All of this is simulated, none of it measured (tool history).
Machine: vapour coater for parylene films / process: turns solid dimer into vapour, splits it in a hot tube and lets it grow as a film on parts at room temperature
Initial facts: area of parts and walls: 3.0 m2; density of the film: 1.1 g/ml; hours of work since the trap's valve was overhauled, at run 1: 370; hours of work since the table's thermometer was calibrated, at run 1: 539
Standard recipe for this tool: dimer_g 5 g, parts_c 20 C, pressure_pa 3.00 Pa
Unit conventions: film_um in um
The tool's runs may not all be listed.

run   hour  dimer_g  parts_c  pressure_pa  hours of work since the trap's valve was overhauled  hours of work since the table's thermometer was calibrated  film_um
  1    0.0        5       20         3.00                                                  370                                                         539     0.75
  2   18.5        5       20         3.00                                                  384                                                         553     0.75
  3   40.0        5       20         3.00                                                  401                                                         569     0.75
  4   53.5        5       20         3.00                                                  411                                                         579     0.75
  5   66.2        5       20         3.45                                                  420                                                         589     0.70
  6   78.6        5       20         3.45                                                  430                                                         598     0.75
  7   92.3        5       20         3.45                                                  440                                                         609     0.73
  8  108.3        5       20         3.45                                                  452                                                         621     0.70
  9  120.2        5       20         3.00                                                  461                                                         630     0.70
 10  133.6        5       20         3.00                                                  471                                                         640     0.72
 11  155.3        7       15         3.00                                                  488                                                         656     1.17
 12  165.7        3       22         3.00                                                  495                                                         664     0.42
 13  180.3        3       22         3.20                                                  507                                                         675     0.40
 14  197.1        5       27         2.30                                                  519                                                         688     0.65
 15  210.5        3       16         5.99                                                  529                                                         698     0.47
 16  221.0        2       31         2.85                                                  537                                                         706     0.22
 17  240.6        2       31         2.85                                                  552                                                         721     0.23
 18  253.7        2       31         2.85                                                  562                                                         731     0.22
 19  268.6        2       31         2.85                                                  573                                                         742     0.21
 20  284.0        9       20         3.00                                                  585                                                         753     1.29

Forecast each of these 4 alternatives for the next run:
  A  303.9        9       17         3.00                                                  600                                                         768        ?
  B  303.9        9       18         4.92                                                  600                                                         768        ?
  C  303.9        5       21         2.08                                                  600                                                         768        ?
  D  303.9        3       19         4.24                                                  600                                                         768        ?

run  film_um
  A     1.44
  B     1.26
  C     0.70
  D     0.44
Without the tool's unlogged condition, the same runs would have read:
run  film_um
  A     1.63
  B     1.43
  C     0.80
  D     0.50

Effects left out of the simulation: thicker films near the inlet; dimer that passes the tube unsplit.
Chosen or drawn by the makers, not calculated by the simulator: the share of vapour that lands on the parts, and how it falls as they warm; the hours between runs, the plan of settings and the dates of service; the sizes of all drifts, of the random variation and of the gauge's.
